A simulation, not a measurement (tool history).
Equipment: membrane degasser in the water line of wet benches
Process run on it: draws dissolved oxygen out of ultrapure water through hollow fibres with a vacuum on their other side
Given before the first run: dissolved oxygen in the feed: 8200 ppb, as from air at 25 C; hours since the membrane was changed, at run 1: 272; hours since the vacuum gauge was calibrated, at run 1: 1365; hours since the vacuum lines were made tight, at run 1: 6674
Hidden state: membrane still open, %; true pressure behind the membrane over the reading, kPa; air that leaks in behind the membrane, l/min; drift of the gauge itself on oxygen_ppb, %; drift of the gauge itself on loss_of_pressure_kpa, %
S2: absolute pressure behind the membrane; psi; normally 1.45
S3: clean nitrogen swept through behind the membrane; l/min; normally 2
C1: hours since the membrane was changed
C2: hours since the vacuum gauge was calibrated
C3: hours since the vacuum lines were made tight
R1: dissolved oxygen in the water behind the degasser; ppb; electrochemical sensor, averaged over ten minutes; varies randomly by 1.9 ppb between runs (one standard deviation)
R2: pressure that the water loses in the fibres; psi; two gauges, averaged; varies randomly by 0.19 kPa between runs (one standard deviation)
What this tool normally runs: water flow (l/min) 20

run 1 hour=0 | water_flow_(l/min)=20 S2=1.45 S3=2 | C1=272 C2=1365 C3=6674 | R1=192.1 R2=5.313
run 2 hour=48.5 | water_flow_(l/min)=20 S2=1.45 S3=2 | C1=320 C2=1413 C3=6722 | R1=190.4 R2=5.35
run 3 hour=91.8 | water_flow_(l/min)=20 S2=1.45 S3=2 | C1=363 C2=1456 C3=6766 | R1=191.5 R2=5.297
run 4 hour=124.2 | water_flow_(l/min)=20 S2=1.45 S3=2 | C1=396 C2=1489 C3=6798 | R1=190.6 R2=5.287
run 5 hour=165.6 | water_flow_(l/min)=20 S2=3.05 S3=2 | C1=437 C2=1530 C3=6840 | R1=425.1 R2=5.317
run 6 hour=194.3 | water_flow_(l/min)=20 S2=3.05 S3=2 | C1=466 C2=1559 C3=6868 | R1=435 R2=5.308
run 7 hour=232.3 | water_flow_(l/min)=20 S2=3.05 S3=2 | C1=504 C2=1597 C3=6906 | R1=442.4 R2=5.334
run 8 hour=256.6 | water_flow_(l/min)=20 S2=1.45 S3=2 | C1=528 C2=1621 C3=6931 | R1=192.5 R2=5.303
run 9 hour=293 | water_flow_(l/min)=20 S2=1.75 S3=2 | C1=565 C2=1658 C3=6967 | R1=240.5 R2=5.35
run 10 hour=345.8 | water_flow_(l/min)=20 S2=1.75 S3=2 | C1=617 C2=1710 C3=7020 | R1=240.4 R2=5.305
run 11 hour=369.2 | water_flow_(l/min)=23 S2=1.75 S3=2 | C1=641 C2=1734 C3=7043 | R1=291.1 R2=6.113
run 12 hour=412.6 | water_flow_(l/min)=23 S2=1.75 S3=2 | C1=684 C2=1777 C3=7087 | R1=289.2 R2=6.07
run 13 hour=443.3 | water_flow_(l/min)=23 S2=1.75 S3=2 | C1=715 C2=1808 C3=7117 | R1=290.8 R2=6.123
run 14 hour=481.4 | water_flow_(l/min)=19 S2=2.42 S3=2.63 | C1=753 C2=1846 C3=7155 | R1=254.8 R2=5.023
run 15 hour=517.6 | water_flow_(l/min)=19 S2=2.42 S3=2.63 | C1=789 C2=1882 C3=7192 | R1=253.8 R2=4.997
run 16 hour=551.2 | water_flow_(l/min)=19 S2=2.42 S3=2.63 | C1=823 C2=1916 C3=7225 | R1=253.6 R2=4.972
run 17 hour=585.5 | water_flow_(l/min)=19 S2=2.42 S3=2.63 | C1=857 C2=1950 C3=7259 | R1=257.7 R2=5.015
run 18 hour=622.6 | water_flow_(l/min)=17 S2=3.58 S3=2.63 | C1=894 C2=1987 C3=7297 | R1=341 R2=4.553
run 19 hour=652.4 | water_flow_(l/min)=17 S2=3.02 S3=2.63 | C1=924 C2=2017 C3=7326 | R1=282.5 R2=4.474
run 20 hour=696.9 | water_flow_(l/min)=28 S2=1.45 S3=2 | C1=968 C2=2062 C3=7371 | R1=303.4 R2=7.435
run 21 hour=740.1 | water_flow_(l/min)=19 S2=1.49 S3=3.98 | C1=1012 C2=2105 C3=7414 | R1=112.2 R2=5.044
-- hour=777.4 seals of the vacuum lines changed
run 22 hour=797.3 | water_flow_(l/min)=18 S2=1 S3=4.51 | C1=1067 C2=2160 C3=20 | R1=59.7 R2=4.754
run 23 hour=855.2 | water_flow_(l/min)=25 S2=2.99 S3=2 | C1=1125 C2=2218 C3=78 | R1=531.8 R2=6.62
run 24 hour=886.9 | water_flow_(l/min)=25 S2=2.99 S3=2 | C1=1156 C2=2249 C3=109 | R1=526.7 R2=6.653
run 25 hour=917.9 | water_flow_(l/min)=20 S2=1.45 S3=2 | C1=1187 C2=2280 C3=140 | R1=190.9 R2=5.303

Branching from run 25: 4 alternative next runs. What would each branch give?
run A hour=952.9 | water_flow_(l/min)=22 S2=0.99 S3=1.49 | C1=1222 C2=2316 C3=175 | R1=? R2=?
run B hour=952.9 | water_flow_(l/min)=19 S2=2.03 S3=2.74 | C1=1222 C2=2316 C3=175 | R1=? R2=?
run C hour=952.9 | water_flow_(l/min)=12 S2=0.87 S3=0.99 | C1=1222 C2=2316 C3=175 | R1=? R2=?
run D hour=952.9 | water_flow_(l/min)=18 S2=1.51 S3=1 | C1=1222 C2=2316 C3=175 | R1=? R2=?

run=A R1=164.3 R2=5.875
run=B R1=207.8 R2=5.055
run=C R1=84.2 R2=3.2
run=D R1=300.2 R2=4.725
Stripped of hidden state, with their random variation kept, the same runs would have yielded:
run=A R1=164.3 R2=5.874
run=B R1=207.8 R2=5.053
run=C R1=84.2 R2=3.198
run=D R1=300.1 R2=4.724
